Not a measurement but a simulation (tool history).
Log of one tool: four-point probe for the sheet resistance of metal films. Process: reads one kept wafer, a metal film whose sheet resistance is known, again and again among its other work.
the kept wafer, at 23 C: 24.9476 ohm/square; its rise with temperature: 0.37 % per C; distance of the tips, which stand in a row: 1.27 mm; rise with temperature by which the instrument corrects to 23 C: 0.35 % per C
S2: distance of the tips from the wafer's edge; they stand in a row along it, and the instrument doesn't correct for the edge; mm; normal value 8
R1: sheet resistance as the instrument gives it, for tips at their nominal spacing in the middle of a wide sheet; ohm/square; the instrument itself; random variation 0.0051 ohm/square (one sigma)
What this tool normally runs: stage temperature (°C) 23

run 1 day=0.000 | stage_temperature_(°C)=23 S2=8 | R1=25.247890
run 2 day=4.492 | stage_temperature_(°C)=23 S2=8 | R1=25.244798
run 3 day=7.704 | stage_temperature_(°C)=23 S2=8 | R1=25.252774
run 4 day=13.242 | stage_temperature_(°C)=23 S2=8 | R1=25.234102
run 5 day=16.629 | stage_temperature_(°C)=23 S2=8 | R1=25.233223
run 6 day=20.762 | stage_temperature_(°C)=23 S2=4 | R1=26.172126
run 7 day=25.800 | stage_temperature_(°C)=35 S2=16 | R1=25.031600
run 8 day=28.942 | stage_temperature_(°C)=35 S2=16 | R1=25.031876
run 9 day=32.558 | stage_temperature_(°C)=28 S2=16 | R1=24.994506
run 10 day=36.783 | stage_temperature_(°C)=25 S2=11 | R1=25.070655

Alternative continuations, all from the tool just after run 10; predict every row:
run A day=39.238 | stage_temperature_(°C)=25 S2=6 | R1=?
run B day=39.238 | stage_temperature_(°C)=29 S2=9 | R1=?
run C day=39.238 | stage_temperature_(°C)=30 S2=4 | R1=?
run D day=39.238 | stage_temperature_(°C)=23 S2=8 | R1=?
run E day=39.238 | stage_temperature_(°C)=21 S2=8 | R1=?

run=A R1=25.476282
run=B R1=25.180632
run=C R1=26.198663
run=D R1=25.214989
run=E R1=25.219886
With no hidden state in the tool, these same runs would have given:
run=A R1=25.541210
run=B R1=25.244744
run=C R1=26.265140
run=D R1=25.279359
run=E R1=25.284330
